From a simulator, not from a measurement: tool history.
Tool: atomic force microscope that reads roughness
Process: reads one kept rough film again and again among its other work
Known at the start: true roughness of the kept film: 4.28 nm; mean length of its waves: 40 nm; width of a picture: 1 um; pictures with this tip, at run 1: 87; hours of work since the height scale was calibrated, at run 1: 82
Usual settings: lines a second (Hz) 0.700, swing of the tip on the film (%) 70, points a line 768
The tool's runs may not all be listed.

run     day  lines a second (Hz)  swing of the tip on the film (%)  points a line  pictures with this tip  hours of work since the height scale was calibrated  roughness of the kept film (nm (root mean square))
  1   0.000                0.700                                70            768                      87                                                   82                                               3.807
  2   0.475                0.700                                70            768                     102                                                   87                                               3.810
  3   1.071                0.700                                70            768                     121                                                   94                                               3.817
  4   1.467                0.700                                70            768                     134                                                   99                                               3.770
  5   2.012                0.700                                70            768                     151                                                  105                                               3.715
  6   2.312                0.700                                70            768                     161                                                  109                                               3.735
  7   2.667                0.700                                70            768                     172                                                  113                                               3.694
  8   3.079                0.700                                70            277                     185                                                  117                                               3.654
  9   3.383                0.700                                70            277                     195                                                  121                                               3.639
 10   3.738                0.700                                70            277                     207                                                  125                                               3.663
 11   4.358                0.700                                70            608                     226                                                  132                                               3.654
 12   4.858                0.700                                70            768                     242                                                  138                                               3.602
 13   5.538                0.700                                70            768                     264                                                  146                                               3.603
 14   5.875                0.700                                70            768                     275                                                  150                                               3.630
 15   6.483                0.700                                70            768                     295                                                  157                                               3.559
 16   7.054                3.922                                70            768                     313                                                  163                                               3.147
 17   7.646                3.922                                73            768                     332                                                  170                                               3.035
      8.000  -- new tip fitted
 18   8.333                3.922                                73            768                      10                                                  178                                               3.391
 19   9.012                0.700                                63            353                      32                                                  186                                               3.936
 20   9.700                1.289                                58            973                      54                                                  194                                               3.875
 21  10.146                0.559                                78            872                      68                                                  199                                               3.833
 22  10.533                0.700                                70            356                      81                                                  203                                               3.831
     10.608  -- height scale calibrated on a step standard
 23  10.979                0.700                                70            356                      94                                                    4                                               3.828
 24  11.692                0.700                                66            356                     116                                                   12                                               3.811
 25  12.133                3.847                                62            768                     131                                                   18                                               3.543
 26  12.500                2.112                                71            653                     142                                                   22                                               3.552
 27  13.142                2.112                                69            396                     163                                                   29                                               3.570
 28  13.450                0.700                                70            739                     173                                                   33                                               3.751
 29  14.112                1.697                                70            319                     194                                                   40                                               3.544
     14.750  -- height scale calibrated on a step standard, once more
 30  14.842                0.900                                61            768                     216                                                    1                                               3.665
 31  15.292                1.055                                65            520                     231                                                    6                                               3.650
 32  15.671                0.774                                72            768                     243                                                   11                                               3.614
 33  16.000                3.016                                70            768                     253                                                   14                                               3.315
 34  16.612                3.016                                70            768                     273                                                   21                                               3.282
 35  16.954                3.016                                70            768                     284                                                   25                                               3.272
 36  17.492                0.740                                70            377                     301                                                   32                                               3.548

Measured less the same run without the tool's hidden state. The same run-to-run variation is in both; the gauge's scatter may not be:
The hidden state here: radius of the tip, nm; height scale over the true one, %; drift of the gauge itself on roughness_nm, %.
run  roughness of the kept film (nm (root mean square))
  1                                              -0.116
  2                                              -0.136
  3                                              -0.162
  4                                              -0.176
  5                                              -0.196
  6                                              -0.209
  7                                              -0.221
  8                                              -0.234
  9                                              -0.246
 10                                              -0.263
 11                                              -0.285
 12                                              -0.300
 13                                              -0.327
 14                                              -0.344
 15                                              -0.362
 16                                              -0.337
 17                                              -0.346
 18                                              -0.012
 19                                              -0.042
 20                                              -0.068
 21                                              -0.087
 22                                              -0.103
 23                                              -0.114
 24                                              -0.141
 25                                              -0.148
 26                                              -0.163
 27                                              -0.190
 28                                              -0.212
 29                                              -0.226
 30                                              -0.280
 31                                              -0.296
 32                                              -0.309
 33                                              -0.297
 34                                              -0.317
 35                                              -0.330
 36                                              -0.376
